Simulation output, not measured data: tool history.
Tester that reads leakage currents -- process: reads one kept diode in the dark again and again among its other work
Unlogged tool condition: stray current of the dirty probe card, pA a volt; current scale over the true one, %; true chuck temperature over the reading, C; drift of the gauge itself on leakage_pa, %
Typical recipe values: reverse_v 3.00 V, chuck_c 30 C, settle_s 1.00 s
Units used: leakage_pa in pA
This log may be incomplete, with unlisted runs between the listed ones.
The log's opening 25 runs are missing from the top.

run   hour  reverse_v  chuck_c  settle_s  hours of work since the probe card was cleaned  hours of work since the tester was calibrated  hours of work since the chuck was calibrated  leakage_pa
 26  544.4       7.00       28      6.31                                             394                                            132                                          1391      244.44
 27  570.7       6.85       30      1.00                                             408                                            146                                          1406      288.83
 28  598.6      15.93       60      0.86                                             424                                            162                                          1421     4959.79
 29  621.4       8.90       32      0.35                                             436                                            174                                          1434      402.05
 30  643.6      11.94       38      1.48                                             448                                            186                                          1446      772.75
 31  657.9       6.35       25      3.22                                             456                                            194                                          1454      179.20
 32  680.3       6.35       25      3.22                                             469                                            207                                          1466      178.99
 33  703.2       9.15       23      0.52                                             481                                            219                                          1479      189.02
 34  722.6       9.15       23      0.52                                             492                                            230                                          1489      189.17
 35  741.0       3.08       55      0.77                                             502                                            240                                          1500     1317.89
 36  769.5       3.08       29      1.01                                             518                                            256                                          1515      164.64
 37  790.9       3.08       29      1.01                                             530                                            268                                          1527      163.37

Consider 3 possible next runs. They are alternatives, not a sequence: every one starts from the tool as it was left by run 37. What does each give?
  A  813.1       6.88       29      1.01                                             542                                            280                                          1539           ?
  B  813.1       2.65       57      0.68                                             542                                            280                                          1539           ?
  C  813.1       3.00       37      1.00                                             542                                            280                                          1539           ?

run  leakage_pa
  A      264.08
  B     1395.16
  C      315.65
Had the tool no hidden state, the same runs would have come out as:
run  leakage_pa
  A      293.36
  B     1563.19
  C      355.70
